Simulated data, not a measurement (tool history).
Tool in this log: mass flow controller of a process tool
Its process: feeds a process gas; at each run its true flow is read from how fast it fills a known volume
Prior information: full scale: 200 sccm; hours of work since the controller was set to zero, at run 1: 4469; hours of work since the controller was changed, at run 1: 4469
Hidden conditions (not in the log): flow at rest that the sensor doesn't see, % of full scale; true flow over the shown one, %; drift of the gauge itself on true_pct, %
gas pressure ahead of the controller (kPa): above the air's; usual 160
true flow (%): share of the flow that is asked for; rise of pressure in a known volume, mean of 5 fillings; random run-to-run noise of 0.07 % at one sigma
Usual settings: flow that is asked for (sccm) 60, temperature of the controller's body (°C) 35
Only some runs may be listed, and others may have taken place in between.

| run | hour | flow that is asked for (sccm) | gas pressure ahead of the controller (kPa) | temperature of the controller's body (°C) | hours of work since the controller was set to zero | hours of work since the controller was changed | true flow (%) |
|---|---|---|---|---|---|---|---|
| 1 | 0.0 | 60 | 160 | 35 | 4469 | 4469 | 101.92 |
| 2 | 122.0 | 60 | 160 | 35 | 4528 | 4528 | 101.89 |
| 3 | 353.9 | 60 | 160 | 35 | 4641 | 4641 | 102.00 |
| 4 | 472.9 | 60 | 160 | 35 | 4699 | 4699 | 102.06 |
| 5 | 619.8 | 60 | 160 | 35 | 4771 | 4771 | 101.93 |
| 6 | 853.6 | 165 | 160 | 35 | 4885 | 4885 | 101.98 |
| 7 | 1014.7 | 165 | 160 | 35 | 4963 | 4963 | 101.99 |
| 8 | 1142.0 | 165 | 160 | 35 | 5026 | 5026 | 102.03 |
| 9 | 1280.9 | 165 | 148 | 35 | 5093 | 5093 | 102.16 |
| 10 | 1408.6 | 165 | 148 | 35 | 5156 | 5156 | 102.03 |
| 11 | 1574.1 | 165 | 148 | 35 | 5236 | 5236 | 102.30 |
|  | 1596.1 | controller's zero set anew |
| 12 | 1762.2 | 165 | 148 | 35 | 81 | 5328 | 102.86 |
| 13 | 1872.2 | 29 | 173 | 35 | 135 | 5381 | 108.12 |
| 14 | 2092.4 | 42 | 217 | 24 | 242 | 5489 | 106.48 |
| 15 | 2226.2 | 60 | 276 | 23 | 307 | 5554 | 104.71 |
|  | 2362.0 | controller's zero set anew, once more |
| 16 | 2429.2 | 28 | 154 | 35 | 33 | 5653 | 100.38 |
| 17 | 2582.1 | 60 | 250 | 35 | 107 | 5727 | 100.05 |
| 18 | 2813.4 | 60 | 151 | 25 | 220 | 5840 | 101.32 |
| 19 | 2995.1 | 60 | 151 | 25 | 309 | 5929 | 101.43 |
| 20 | 3097.8 | 30 | 160 | 39 | 359 | 5979 | 100.44 |
| 21 | 3297.1 | 53 | 194 | 38 | 456 | 6076 | 100.33 |
| 22 | 3466.7 | 53 | 194 | 38 | 539 | 6159 | 100.40 |
| 23 | 3687.4 | 59 | 161 | 35 | 646 | 6266 | 100.85 |

Here are 3 independent what-if runs from the current tool condition. What would each one return?
| A | 3874.5 | 45 | 161 | 35 | 738 | 6358 | ? |
| B | 3874.5 | 59 | 161 | 30 | 738 | 6358 | ? |
| C | 3874.5 | 108 | 239 | 26 | 738 | 6358 | ? |

| run | true flow (%) |
|---|---|
| A | 101.17 |
| B | 101.46 |
| C | 101.71 |
With the hidden condition removed and each run's random variation left untouched, the same runs would have given:
| run | true flow (%) |
|---|---|
| A | 97.73 |
| B | 98.20 |
| C | 98.71 |
